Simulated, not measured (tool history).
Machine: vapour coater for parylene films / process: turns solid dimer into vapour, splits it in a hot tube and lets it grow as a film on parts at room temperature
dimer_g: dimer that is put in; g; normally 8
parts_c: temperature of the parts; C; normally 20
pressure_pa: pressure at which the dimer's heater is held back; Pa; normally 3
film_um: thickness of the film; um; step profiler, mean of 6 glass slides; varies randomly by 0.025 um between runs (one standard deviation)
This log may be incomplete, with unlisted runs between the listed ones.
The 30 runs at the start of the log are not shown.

{"run": 31, "hour": 1663.3, "dimer_g": 6, "parts_c": 17, "pressure_pa": 3, "film_um": 1.5}
{"run": 32, "hour": 1726.3, "dimer_g": 14, "parts_c": 16, "pressure_pa": 2.27, "film_um": 3.66}
{"run": 33, "hour": 1782.7, "dimer_g": 3, "parts_c": 14, "pressure_pa": 4.15, "film_um": 0.78}
{"run": 34, "hour": 1838.4, "dimer_g": 8, "parts_c": 16, "pressure_pa": 3, "film_um": 1.98}
{"run": 35, "hour": 1902.3, "dimer_g": 11, "parts_c": 18, "pressure_pa": 8.34, "film_um": 2.18}
{"run": 36, "hour": 1967.0, "dimer_g": 11, "parts_c": 18, "pressure_pa": 8.34, "film_um": 2.24}
{"run": 37, "hour": 2029.6, "dimer_g": 8, "parts_c": 20, "pressure_pa": 8.58, "film_um": 1.48}
{"run": 38, "hour": 2105.1, "dimer_g": 7, "parts_c": 20, "pressure_pa": 4.18, "film_um": 1.36}
{"run": 39, "hour": 2172.9, "dimer_g": 7, "parts_c": 20, "pressure_pa": 4.18, "film_um": 1.36}
{"hour": 2215.5, "done": "trap's valve overhauled"}
{"run": 40, "hour": 2253.3, "dimer_g": 6, "parts_c": 20, "pressure_pa": 3, "film_um": 1.28}
{"hour": 2312.3, "done": "table's thermometer calibrated"}
{"run": 41, "hour": 2331.3, "dimer_g": 7, "parts_c": 14, "pressure_pa": 5.14, "film_um": 1.93}
{"run": 42, "hour": 2401.6, "dimer_g": 10, "parts_c": 14, "pressure_pa": 8.39, "film_um": 2.59}
{"run": 43, "hour": 2468.5, "dimer_g": 8, "parts_c": 15, "pressure_pa": 3.72, "film_um": 2.11}
{"run": 44, "hour": 2503.4, "dimer_g": 8, "parts_c": 15, "pressure_pa": 3.72, "film_um": 2.13}
{"run": 45, "hour": 2565.3, "dimer_g": 5, "parts_c": 24, "pressure_pa": 2.94, "film_um": 0.89}
{"run": 46, "hour": 2631.7, "dimer_g": 3, "parts_c": 20, "pressure_pa": 2.58, "film_um": 0.62}

3 ways to go on from here, each from the tool as it stands after run 46. What would each give?
{"run": "A", "hour": 2709.5, "dimer_g": 3, "parts_c": 20, "pressure_pa": 6.89, "film_um": "?"}
{"run": "B", "hour": 2709.5, "dimer_g": 3, "parts_c": 16, "pressure_pa": 2.58, "film_um": "?"}
{"run": "C", "hour": 2709.5, "dimer_g": 12, "parts_c": 29, "pressure_pa": 4.39, "film_um": "?"}

run=A film_um=0.57
run=B film_um=0.77
run=C film_um=1.59
Stripped of hidden state, with their random variation kept, the same runs would have yielded:
run=A film_um=0.62
run=B film_um=0.84
run=C film_um=1.73

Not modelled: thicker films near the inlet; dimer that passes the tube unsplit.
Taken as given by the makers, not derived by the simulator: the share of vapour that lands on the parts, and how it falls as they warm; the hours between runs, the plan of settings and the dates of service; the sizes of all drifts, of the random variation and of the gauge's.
